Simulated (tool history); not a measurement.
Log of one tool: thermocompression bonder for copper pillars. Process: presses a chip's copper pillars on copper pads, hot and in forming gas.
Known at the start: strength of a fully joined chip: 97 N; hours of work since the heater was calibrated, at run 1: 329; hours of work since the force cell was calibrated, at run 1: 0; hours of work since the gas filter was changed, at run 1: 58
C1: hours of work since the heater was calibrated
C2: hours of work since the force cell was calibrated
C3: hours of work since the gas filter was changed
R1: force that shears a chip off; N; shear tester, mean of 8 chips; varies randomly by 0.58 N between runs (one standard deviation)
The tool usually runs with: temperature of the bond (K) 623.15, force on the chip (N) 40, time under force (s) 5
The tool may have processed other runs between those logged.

{"run": 1, "day": 0.0, "temperature of the bond (K)": 623.15, "force on the chip (N)": 40, "time under force (s)": 5, "C1": 329, "C2": 0, "C3": 58, "R1": 58.1}
{"run": 2, "day": 1.729, "temperature of the bond (K)": 623.15, "force on the chip (N)": 40, "time under force (s)": 5, "C1": 355, "C2": 27, "C3": 84, "R1": 57.4}
{"run": 3, "day": 3.612, "temperature of the bond (K)": 623.15, "force on the chip (N)": 40, "time under force (s)": 5, "C1": 384, "C2": 55, "C3": 112, "R1": 57.3}
{"run": 4, "day": 6.875, "temperature of the bond (K)": 623.15, "force on the chip (N)": 40, "time under force (s)": 5, "C1": 433, "C2": 104, "C3": 162, "R1": 55.3}
{"run": 5, "day": 8.892, "temperature of the bond (K)": 623.15, "force on the chip (N)": 40, "time under force (s)": 9, "C1": 464, "C2": 135, "C3": 192, "R1": 64.0}
{"day": 11.875, "done": "forming gas filter changed"}
{"run": 6, "day": 12.262, "temperature of the bond (K)": 623.15, "force on the chip (N)": 40, "time under force (s)": 9, "C1": 514, "C2": 185, "C3": 6, "R1": 69.1}
{"run": 7, "day": 15.425, "temperature of the bond (K)": 623.15, "force on the chip (N)": 40, "time under force (s)": 9, "C1": 562, "C2": 233, "C3": 54, "R1": 68.9}
{"run": 8, "day": 18.567, "temperature of the bond (K)": 623.15, "force on the chip (N)": 40, "time under force (s)": 9, "C1": 609, "C2": 280, "C3": 101, "R1": 67.2}
{"run": 9, "day": 20.808, "temperature of the bond (K)": 623.15, "force on the chip (N)": 40, "time under force (s)": 9, "C1": 643, "C2": 314, "C3": 135, "R1": 65.9}
{"run": 10, "day": 22.45, "temperature of the bond (K)": 623.15, "force on the chip (N)": 40, "time under force (s)": 5, "C1": 668, "C2": 339, "C3": 160, "R1": 56.2}
{"run": 11, "day": 25.65, "temperature of the bond (K)": 623.15, "force on the chip (N)": 45, "time under force (s)": 5, "C1": 716, "C2": 387, "C3": 208, "R1": 58.8}
{"day": 27.712, "done": "forming gas filter changed"}
{"run": 12, "day": 28.504, "temperature of the bond (K)": 622.15, "force on the chip (N)": 45, "time under force (s)": 5, "C1": 759, "C2": 430, "C3": 12, "R1": 64.8}
{"run": 13, "day": 30.825, "temperature of the bond (K)": 607.15, "force on the chip (N)": 40, "time under force (s)": 5, "C1": 794, "C2": 465, "C3": 47, "R1": 53.4}
{"day": 31.15, "done": "force cell calibrated"}
{"run": 14, "day": 34.438, "temperature of the bond (K)": 607.15, "force on the chip (N)": 40, "time under force (s)": 4, "C1": 848, "C2": 50, "C3": 101, "R1": 47.7}
{"run": 15, "day": 37.646, "temperature of the bond (K)": 628.15, "force on the chip (N)": 28, "time under force (s)": 11, "C1": 896, "C2": 98, "C3": 149, "R1": 58.0}
{"run": 16, "day": 39.446, "temperature of the bond (K)": 628.15, "force on the chip (N)": 28, "time under force (s)": 11, "C1": 923, "C2": 125, "C3": 176, "R1": 57.6}
{"run": 17, "day": 41.154, "temperature of the bond (K)": 652.15, "force on the chip (N)": 40, "time under force (s)": 9, "C1": 949, "C2": 151, "C3": 202, "R1": 73.9}
{"day": 43.562, "done": "forming gas filter changed"}
{"run": 18, "day": 44.154, "temperature of the bond (K)": 652.15, "force on the chip (N)": 40, "time under force (s)": 9, "C1": 994, "C2": 196, "C3": 9, "R1": 81.3}

The next listed run, before its measurement:
{"run": 19, "day": 47.35, "temperature of the bond (K)": 612.15, "force on the chip (N)": 31, "time under force (s)": 6, "C1": 1042, "C2": 244, "C3": 57, "R1": "?"}

Run 19 produced R1 48.8 N.
If the tool had no hidden condition, the same run with the same run-to-run variation would have returned R1 47.9 N.

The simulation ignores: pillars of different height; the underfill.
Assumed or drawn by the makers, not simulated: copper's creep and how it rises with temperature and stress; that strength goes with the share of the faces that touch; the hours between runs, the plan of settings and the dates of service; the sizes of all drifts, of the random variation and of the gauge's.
